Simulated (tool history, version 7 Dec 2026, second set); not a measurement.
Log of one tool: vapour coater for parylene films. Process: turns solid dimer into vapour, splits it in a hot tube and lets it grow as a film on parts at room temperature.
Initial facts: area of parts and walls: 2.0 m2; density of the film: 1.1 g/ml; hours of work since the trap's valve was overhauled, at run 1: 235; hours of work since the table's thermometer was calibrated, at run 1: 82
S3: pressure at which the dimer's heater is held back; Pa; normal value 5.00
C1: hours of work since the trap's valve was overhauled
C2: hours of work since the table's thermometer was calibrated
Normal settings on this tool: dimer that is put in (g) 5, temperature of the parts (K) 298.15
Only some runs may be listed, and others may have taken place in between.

{"run": 1, "hour": 0.0, "dimer that is put in (g)": 5, "temperature of the parts (K)": 298.15, "S3": 5.0, "C1": 235, "C2": 82, "thickness of the film (nm)": 1735}
{"run": 2, "hour": 42.6, "dimer that is put in (g)": 5, "temperature of the parts (K)": 298.15, "S3": 5.0, "C1": 253, "C2": 100, "thickness of the film (nm)": 1718}
{"run": 3, "hour": 86.1, "dimer that is put in (g)": 5, "temperature of the parts (K)": 298.15, "S3": 5.0, "C1": 271, "C2": 118, "thickness of the film (nm)": 1715}
{"run": 4, "hour": 127.1, "dimer that is put in (g)": 5, "temperature of the parts (K)": 298.15, "S3": 5.0, "C1": 288, "C2": 135, "thickness of the film (nm)": 1713}
{"run": 5, "hour": 152.8, "dimer that is put in (g)": 3, "temperature of the parts (K)": 298.15, "S3": 5.0, "C1": 299, "C2": 146, "thickness of the film (nm)": 1012}
{"run": 6, "hour": 180.3, "dimer that is put in (g)": 5, "temperature of the parts (K)": 302.15, "S3": 5.0, "C1": 310, "C2": 157, "thickness of the film (nm)": 1593}
{"run": 7, "hour": 200.8, "dimer that is put in (g)": 5, "temperature of the parts (K)": 302.15, "S3": 5.0, "C1": 318, "C2": 165, "thickness of the film (nm)": 1595}
{"run": 8, "hour": 230.6, "dimer that is put in (g)": 5, "temperature of the parts (K)": 298.15, "S3": 5.0, "C1": 331, "C2": 178, "thickness of the film (nm)": 1700}
{"hour": 238.5, "done": "trap's valve overhauled"}
{"run": 9, "hour": 265.8, "dimer that is put in (g)": 5, "temperature of the parts (K)": 298.15, "S3": 5.0, "C1": 11, "C2": 191, "thickness of the film (nm)": 1672}
{"run": 10, "hour": 285.2, "dimer that is put in (g)": 5, "temperature of the parts (K)": 298.15, "S3": 5.0, "C1": 19, "C2": 199, "thickness of the film (nm)": 1687}
{"run": 11, "hour": 313.9, "dimer that is put in (g)": 5, "temperature of the parts (K)": 298.15, "S3": 5.0, "C1": 31, "C2": 211, "thickness of the film (nm)": 1682}
{"run": 12, "hour": 353.2, "dimer that is put in (g)": 6, "temperature of the parts (K)": 298.15, "S3": 5.0, "C1": 47, "C2": 227, "thickness of the film (nm)": 1984}
{"run": 13, "hour": 374.4, "dimer that is put in (g)": 5, "temperature of the parts (K)": 293.15, "S3": 8.72, "C1": 56, "C2": 236, "thickness of the film (nm)": 1583}
{"hour": 385.6, "done": "trap's valve overhauled, once more"}
{"run": 14, "hour": 404.6, "dimer that is put in (g)": 4, "temperature of the parts (K)": 293.15, "S3": 5.0, "C1": 8, "C2": 246, "thickness of the film (nm)": 1559}
{"run": 15, "hour": 434.3, "dimer that is put in (g)": 5, "temperature of the parts (K)": 300.15, "S3": 5.66, "C1": 20, "C2": 259, "thickness of the film (nm)": 1649}
{"run": 16, "hour": 475.0, "dimer that is put in (g)": 3, "temperature of the parts (K)": 300.15, "S3": 5.66, "C1": 37, "C2": 276, "thickness of the film (nm)": 993}
{"run": 17, "hour": 521.5, "dimer that is put in (g)": 3, "temperature of the parts (K)": 300.15, "S3": 5.66, "C1": 56, "C2": 295, "thickness of the film (nm)": 993}
{"run": 18, "hour": 563.4, "dimer that is put in (g)": 3, "temperature of the parts (K)": 307.15, "S3": 5.0, "C1": 74, "C2": 312, "thickness of the film (nm)": 900}
{"run": 19, "hour": 587.3, "dimer that is put in (g)": 3, "temperature of the parts (K)": 307.15, "S3": 5.0, "C1": 83, "C2": 322, "thickness of the film (nm)": 892}
{"run": 20, "hour": 631.0, "dimer that is put in (g)": 2, "temperature of the parts (K)": 297.15, "S3": 5.0, "C1": 102, "C2": 340, "thickness of the film (nm)": 716}
{"run": 21, "hour": 655.9, "dimer that is put in (g)": 3, "temperature of the parts (K)": 303.15, "S3": 5.44, "C1": 112, "C2": 351, "thickness of the film (nm)": 952}
{"run": 22, "hour": 702.4, "dimer that is put in (g)": 5, "temperature of the parts (K)": 294.15, "S3": 3.85, "C1": 131, "C2": 370, "thickness of the film (nm)": 1972}

Same runs, no hidden state in the tool, same run-to-run variation:
Unlogged tool condition in this case: vapour lost through the trap's worn valve, %; true temperature of the parts over the reading, C; drift of the gauge itself on film_um, %.
run=1 thickness_of_the_film_(nm)=1805
run=2 thickness_of_the_film_(nm)=1793
run=3 thickness_of_the_film_(nm)=1794
run=4 thickness_of_the_film_(nm)=1798
run=5 thickness_of_the_film_(nm)=1064
run=6 thickness_of_the_film_(nm)=1678
run=7 thickness_of_the_film_(nm)=1683
run=8 thickness_of_the_film_(nm)=1798
run=9 thickness_of_the_film_(nm)=1791
run=10 thickness_of_the_film_(nm)=1809
run=11 thickness_of_the_film_(nm)=1808
run=12 thickness_of_the_film_(nm)=2139
run=13 thickness_of_the_film_(nm)=1710
run=14 thickness_of_the_film_(nm)=1576
run=15 thickness_of_the_film_(nm)=1670
run=16 thickness_of_the_film_(nm)=1008
run=17 thickness_of_the_film_(nm)=1012
run=18 thickness_of_the_film_(nm)=920
run=19 thickness_of_the_film_(nm)=914
run=20 thickness_of_the_film_(nm)=735
run=21 thickness_of_the_film_(nm)=979
run=22 thickness_of_the_film_(nm)=2035

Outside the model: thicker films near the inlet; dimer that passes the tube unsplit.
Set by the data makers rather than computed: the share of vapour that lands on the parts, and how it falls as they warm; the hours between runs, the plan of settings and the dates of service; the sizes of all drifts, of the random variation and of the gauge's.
